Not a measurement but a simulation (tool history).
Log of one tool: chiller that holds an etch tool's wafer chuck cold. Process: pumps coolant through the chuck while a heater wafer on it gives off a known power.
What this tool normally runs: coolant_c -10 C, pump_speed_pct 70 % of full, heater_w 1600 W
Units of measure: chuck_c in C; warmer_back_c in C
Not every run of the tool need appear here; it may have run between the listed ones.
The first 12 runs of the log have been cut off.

run,hour,coolant_c,pump_speed_pct,heater_w,chuck_c,warmer_back_c
13,291,-10,73,1600,2.4,6.28
14,325.7,-10,73,1600,2.4,6.27
15,350.4,-10,70,1794,4.4,7.34
16,366.6,-10,70,1794,4.3,7.37
17,400.6,-10,70,1794,4.3,7.33
18,430.9,-10,75,1600,2.5,6
19,446.3,-17,72,1178,-7.7,4.61
20,480.4,-10,64,2358,10.2,10.71
21,513.2,-7,79,1600,5,5.68
22,531.1,-9,70,1190,0.7,4.85
23,561.2,-9,70,1190,0.5,4.84
24,590.2,-9,70,1190,0.7,4.85
25,605.3,-16,85,1302,-6.7,4.31
26,630.8,-9,63,2144,9.6,9.84
27,651.7,-14,67,1931,2,8.25
28,679.5,-12,63,1155,-2.2,5.28
29,705.8,-12,63,1155,-1.9,5.28
30,734.6,-12,63,1155,-2.2,5.25
31,757.5,-12,63,1155,-2,5.24
32,781.5,-18,90,1940,-4.7,6

Alternative continuations, all from the tool just after run 32; predict every row:
A,807.8,-11,79,1940,?,?
B,807.8,-19,66,1600,?,?
C,807.8,-10,96,887,?,?

run,chuck_c,warmer_back_c
A,3.4,6.9
B,-5.4,6.97
C,-4.3,2.46
Stripped of hidden state, with their random variation kept, the same runs would have yielded:
run,chuck_c,warmer_back_c
A,3.4,7.07
B,-5.4,7.13
C,-4.3,2.62
